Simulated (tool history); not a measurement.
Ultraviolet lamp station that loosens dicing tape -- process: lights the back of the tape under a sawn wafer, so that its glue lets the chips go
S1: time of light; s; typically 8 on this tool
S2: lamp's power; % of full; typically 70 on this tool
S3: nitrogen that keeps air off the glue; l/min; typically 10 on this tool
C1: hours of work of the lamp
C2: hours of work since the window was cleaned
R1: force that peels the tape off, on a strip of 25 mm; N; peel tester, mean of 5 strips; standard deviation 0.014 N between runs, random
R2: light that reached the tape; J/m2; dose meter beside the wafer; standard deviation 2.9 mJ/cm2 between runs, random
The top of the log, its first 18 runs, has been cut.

run,day,S1,S2,S3,C1,C2,R1,R2
19,34.717,8,70,4,576,207,1.404,4200
20,36.538,8,70,4,601,231,1.453,4140
21,37.875,6,70,10,619,249,1.198,3110
22,39.95,8,74,10,646,277,0.58,4410
23,42.083,8,74,10,675,306,0.575,4360
24,44.112,8,74,10,702,333,0.577,4360
25,46.117,4,94,20,729,360,0.944,2790
26,48.812,4,94,20,766,396,0.955,2800
# day 50.804: window cleaned of glue's vapour
27,50.804,4,94,20,792,0,0.973,2720
28,53.679,7,76,16,831,39,0.514,3940
29,55.867,8,71,10,860,68,0.633,4200
30,57.929,8,71,10,888,96,0.635,4180
31,60.771,8,71,10,926,134,0.652,4180
32,63.221,8,69,6,959,167,1.099,4030
33,64.888,8,69,6,981,189,1.04,4110
34,66.275,8,62,6,1000,208,1.351,3660
35,68.762,8,62,6,1034,241,1.367,3690
36,70.333,9,62,12,1055,263,0.581,4150
37,71.896,9,91,10,1076,284,0.294,6050
38,73.979,9,91,10,1104,312,0.302,6040
39,76.05,9,91,10,1132,339,0.303,6030
40,77.621,8,77,12,1153,361,0.436,4500
41,80.296,8,77,12,1189,396,0.456,4520
42,81.933,11,73,15,1211,418,0.246,5870
# day 82.304: window cleaned of glue's vapour
43,84.504,11,73,15,1245,30,0.246,5890

3 options for the next run, each taken on its own from the tool as it stands now. Forecast them:
A,86.017,6,70,10,1265,50,?,?
B,86.017,9,64,11,1265,50,?,?
C,86.017,7,65,15,1265,50,?,?

run,R1,R2
A,1.22,3100
B,0.573,4250
C,0.761,3290
The same runs, with their run-to-run variation unchanged, on a tool lacking any hidden condition would have given:
run,R1,R2
A,1.215,3100
B,0.571,4260
C,0.758,3290
